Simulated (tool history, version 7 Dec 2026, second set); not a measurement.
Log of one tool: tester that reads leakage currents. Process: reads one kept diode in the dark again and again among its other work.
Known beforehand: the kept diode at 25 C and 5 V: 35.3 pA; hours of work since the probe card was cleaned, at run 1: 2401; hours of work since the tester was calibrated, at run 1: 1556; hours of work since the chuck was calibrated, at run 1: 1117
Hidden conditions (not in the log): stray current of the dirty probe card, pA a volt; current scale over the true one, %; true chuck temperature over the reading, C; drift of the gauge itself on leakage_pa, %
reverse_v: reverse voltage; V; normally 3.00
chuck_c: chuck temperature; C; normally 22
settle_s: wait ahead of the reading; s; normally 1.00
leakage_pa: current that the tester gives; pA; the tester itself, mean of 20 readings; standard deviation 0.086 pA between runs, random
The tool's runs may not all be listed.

run    hour  reverse_v  chuck_c  settle_s  hours of work since the probe card was cleaned  hours of work since the tester was calibrated  hours of work since the chuck was calibrated  leakage_pa
  1     0.0       3.00       22      1.00                                            2401                                           1556                                          1117       29.27
  2    79.6       3.00       22      1.00                                            2446                                           1601                                          1162       29.41
  3   165.9       3.00       22      1.00                                            2495                                           1650                                          1211       29.44
  4   243.2       3.00       40      1.00                                            2539                                           1694                                          1255       88.34
  5   307.8       3.00       40      1.00                                            2575                                           1731                                          1292       88.41
  6   366.9       3.00       40      1.00                                            2609                                           1764                                          1326       88.32
  7   454.4       3.00       32      1.00                                            2659                                           1814                                          1375       54.71
  8   542.2       3.00       22      1.00                                            2709                                           1864                                          1425       30.06
  9   619.5       3.00       22      1.00                                            2753                                           1908                                          1469       30.32
 10   690.2       3.00       22      1.00                                            2793                                           1948                                          1509       30.32
 11   783.1       3.00       22      8.36                                            2846                                           2001                                          1562       29.54
 12   856.7       3.00       22      8.36                                            2887                                           2042                                          1604       29.52
 13   945.7       3.00       22      8.36                                            2938                                           2093                                          1654       29.83
 14  1011.2       3.00       22      8.36                                            2975                                           2130                                          1692       29.79
 15  1061.1       1.59       22      1.00                                            3003                                           2159                                          1720       21.51
 16  1120.3       1.59       22      1.00                                            3037                                           2192                                          1754       21.62
 17  1194.3       1.59       22      1.00                                            3079                                           2234                                          1796       21.67
 18  1290.7       1.59       22      1.00                                            3134                                           2289                                          1851       21.78
 19  1377.3       3.00       32      1.00                                            3183                                           2338                                          1900       56.97
 20  1455.1       7.12       48      1.00                                            3227                                           2382                                          1944      229.47
 21  1520.0       9.79       22      0.81                                            3264                                           2419                                          1981       67.82
 22  1569.6       9.79       22      0.81                                            3292                                           2447                                          2009       67.74
 23  1621.8      12.51       21      1.04                                            3322                                           2477                                          2039       75.25
 24  1714.7      12.79       48      9.00                                            3375                                           2530                                          2091      308.58
 25  1755.5       1.90       52      8.54                                            3398                                           2553                                          2115      150.29
     1762.8  -- probe card cleaned and baked
 26  1828.0       1.90       52      8.54                                              37                                           2593                                          2154      150.15
 27  1912.6       2.21       22      4.10                                              85                                           2641                                          2202       26.94
 28  2009.7       3.38       22      7.17                                             140                                           2696                                          2257       34.47

What does the tool deliver on the next run?
 29  2092.5       1.91       22      4.65                                             187                                           2743                                          2304           ?

Logged for run 29: leakage_pa 24.96 pA.
With the hidden condition absent and the run-to-run variation left alone, this run would have shown leakage_pa 18.19 pA.
